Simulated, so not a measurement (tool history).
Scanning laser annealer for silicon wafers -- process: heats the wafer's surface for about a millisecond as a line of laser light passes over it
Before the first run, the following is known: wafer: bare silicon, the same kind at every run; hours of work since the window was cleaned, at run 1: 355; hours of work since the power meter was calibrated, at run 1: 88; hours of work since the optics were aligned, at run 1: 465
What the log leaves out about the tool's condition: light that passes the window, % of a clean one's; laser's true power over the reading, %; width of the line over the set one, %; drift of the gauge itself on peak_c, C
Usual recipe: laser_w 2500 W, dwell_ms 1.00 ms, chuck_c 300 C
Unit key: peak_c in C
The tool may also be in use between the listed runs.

run	day	laser_w	dwell_ms	chuck_c	hours of work since the window was cleaned	hours of work since the power meter was calibrated	hours of work since the optics were aligned	peak_c
1	0.000	2500	1.00	300	355	88	465	1073
2	0.883	2500	1.00	293	371	104	481	1066
3	1.775	2500	1.00	293	387	120	497	1063
4	2.229	2500	1.00	293	395	128	505	1065
5	2.821	2500	1.00	293	405	139	515	1059
6	3.550	2500	1.00	293	418	152	528	1059
7	4.138	2500	1.00	293	429	162	539	1063
8	5.079	2500	1.00	293	445	179	555	1061
9	5.779	2500	1.00	293	458	191	568	1058
10	6.425	2500	1.00	293	469	203	579	1056
# day 6.571: window over the wafer cleaned
11	7.083	2500	1.00	293	9	213	590	1080
12	7.792	2500	1.00	293	22	226	602	1081
13	8.621	2532	1.00	281	36	240	617	1082
14	9.612	2532	0.97	281	54	258	635	1063
15	10.512	2664	1.25	314	70	274	651	1287
16	11.275	2210	1.22	297	84	288	664	1045

What does the tool deliver on the next run?
17	11.758	2210	0.81	278	92	296	673	?

peak_c: 869 C
Without the tool's hidden state the same run would have given peak_c 889 C.
